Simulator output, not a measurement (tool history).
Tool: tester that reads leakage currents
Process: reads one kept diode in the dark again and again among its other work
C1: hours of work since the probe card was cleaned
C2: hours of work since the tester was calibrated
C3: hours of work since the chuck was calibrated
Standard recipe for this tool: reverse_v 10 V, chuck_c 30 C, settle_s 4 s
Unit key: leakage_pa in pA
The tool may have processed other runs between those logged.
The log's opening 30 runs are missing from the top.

run 31 day=124.554 | reverse_v=5.6 chuck_c=31 settle_s=1.27 | C1=1010 C2=352 C3=389 | leakage_pa=94.22
run 32 day=129.942 | reverse_v=5.6 chuck_c=31 settle_s=1.27 | C1=1063 C2=404 C3=441 | leakage_pa=94.15
run 33 day=134.312 | reverse_v=15.3 chuck_c=31 settle_s=3.01 | C1=1105 C2=446 C3=484 | leakage_pa=137.7
run 34 day=139.167 | reverse_v=15.3 chuck_c=23 settle_s=3.01 | C1=1152 C2=494 C3=531 | leakage_pa=78.77
run 35 day=141.888 | reverse_v=4.4 chuck_c=44 settle_s=1.18 | C1=1179 C2=520 C3=558 | leakage_pa=228.11
run 36 day=146.212 | reverse_v=10 chuck_c=44 settle_s=2.94 | C1=1221 C2=562 C3=600 | leakage_pa=302.89
run 37 day=151.288 | reverse_v=4.9 chuck_c=53 settle_s=0.51 | C1=1270 C2=611 C3=649 | leakage_pa=453.04
run 38 day=155.133 | reverse_v=1.4 chuck_c=45 settle_s=0.58 | C1=1308 C2=649 C3=686 | leakage_pa=166
run 39 day=159.808 | reverse_v=1.4 chuck_c=48 settle_s=0.58 | C1=1353 C2=694 C3=732 | leakage_pa=205.59

Predict each of these 3 candidate next runs independently; none follows another, all start after run 39:
run A day=165.692 | reverse_v=1.4 chuck_c=48 settle_s=0.34 | C1=1410 C2=752 C3=789 | leakage_pa=?
run B day=165.692 | reverse_v=11.6 chuck_c=48 settle_s=1.26 | C1=1410 C2=752 C3=789 | leakage_pa=?
run C day=165.692 | reverse_v=16.9 chuck_c=31 settle_s=0.58 | C1=1410 C2=752 C3=789 | leakage_pa=?

run=A leakage_pa=205.49
run=B leakage_pa=420.82
run=C leakage_pa=149.74
With the hidden condition removed and each run's random variation left untouched, the same runs would have given:
run=A leakage_pa=217.33
run=B leakage_pa=432.92
run=C leakage_pa=136.82
